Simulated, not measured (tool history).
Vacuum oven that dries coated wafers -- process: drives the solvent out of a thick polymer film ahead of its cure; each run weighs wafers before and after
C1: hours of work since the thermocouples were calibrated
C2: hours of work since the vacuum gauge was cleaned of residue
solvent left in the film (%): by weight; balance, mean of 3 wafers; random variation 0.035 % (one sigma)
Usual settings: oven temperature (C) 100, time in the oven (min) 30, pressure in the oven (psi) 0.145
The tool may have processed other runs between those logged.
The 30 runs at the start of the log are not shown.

run 31 hour=1978.8 | oven_temperature_(C)=100 time_in_the_oven_(min)=30 pressure_in_the_oven_(psi)=0.245 | C1=311 C2=109 | solvent_left_in_the_film_(%)=2.48
-- hour=1987.8 vacuum gauge cleaned of residue and calibrated, once more
run 32 hour=2025.3 | oven_temperature_(C)=100 time_in_the_oven_(min)=27 pressure_in_the_oven_(psi)=0.145 | C1=330 C2=16 | solvent_left_in_the_film_(%)=2.38
run 33 hour=2108.2 | oven_temperature_(C)=100 time_in_the_oven_(min)=27 pressure_in_the_oven_(psi)=0.145 | C1=365 C2=51 | solvent_left_in_the_film_(%)=2.45
run 34 hour=2160.6 | oven_temperature_(C)=95 time_in_the_oven_(min)=33 pressure_in_the_oven_(psi)=0.145 | C1=387 C2=73 | solvent_left_in_the_film_(%)=3.19
run 35 hour=2253.3 | oven_temperature_(C)=97 time_in_the_oven_(min)=26 pressure_in_the_oven_(psi)=0.495 | C1=427 C2=113 | solvent_left_in_the_film_(%)=4.48
run 36 hour=2339.1 | oven_temperature_(C)=97 time_in_the_oven_(min)=26 pressure_in_the_oven_(psi)=0.495 | C1=463 C2=149 | solvent_left_in_the_film_(%)=4.47
run 37 hour=2382.9 | oven_temperature_(C)=87 time_in_the_oven_(min)=34 pressure_in_the_oven_(psi)=0.202 | C1=482 C2=167 | solvent_left_in_the_film_(%)=6.2
run 38 hour=2441.1 | oven_temperature_(C)=112 time_in_the_oven_(min)=19 pressure_in_the_oven_(psi)=0.145 | C1=506 C2=192 | solvent_left_in_the_film_(%)=0.88
run 39 hour=2481.8 | oven_temperature_(C)=93 time_in_the_oven_(min)=16 pressure_in_the_oven_(psi)=0.426 | C1=524 C2=209 | solvent_left_in_the_film_(%)=8.55
run 40 hour=2565.9 | oven_temperature_(C)=93 time_in_the_oven_(min)=24 pressure_in_the_oven_(psi)=0.104 | C1=559 C2=245 | solvent_left_in_the_film_(%)=5.43
run 41 hour=2627.5 | oven_temperature_(C)=95 time_in_the_oven_(min)=16 pressure_in_the_oven_(psi)=0.178 | C1=585 C2=271 | solvent_left_in_the_film_(%)=7.03

Here are 3 independent what-if runs from the current tool condition. What would each one return?
run A hour=2703.9 | oven_temperature_(C)=111 time_in_the_oven_(min)=21 pressure_in_the_oven_(psi)=0.226 | C1=618 C2=304 | solvent_left_in_the_film_(%)=?
run B hour=2703.9 | oven_temperature_(C)=107 time_in_the_oven_(min)=25 pressure_in_the_oven_(psi)=0.406 | C1=618 C2=304 | solvent_left_in_the_film_(%)=?
run C hour=2703.9 | oven_temperature_(C)=96 time_in_the_oven_(min)=49 pressure_in_the_oven_(psi)=0.097 | C1=618 C2=304 | solvent_left_in_the_film_(%)=?

run=A solvent_left_in_the_film_(%)=0.98
run=B solvent_left_in_the_film_(%)=1.58
run=C solvent_left_in_the_film_(%)=1.26
What these runs would have given with no unlogged condition in the tool:
run=A solvent_left_in_the_film_(%)=1.09
run=B solvent_left_in_the_film_(%)=1.71
run=C solvent_left_in_the_film_(%)=1.39
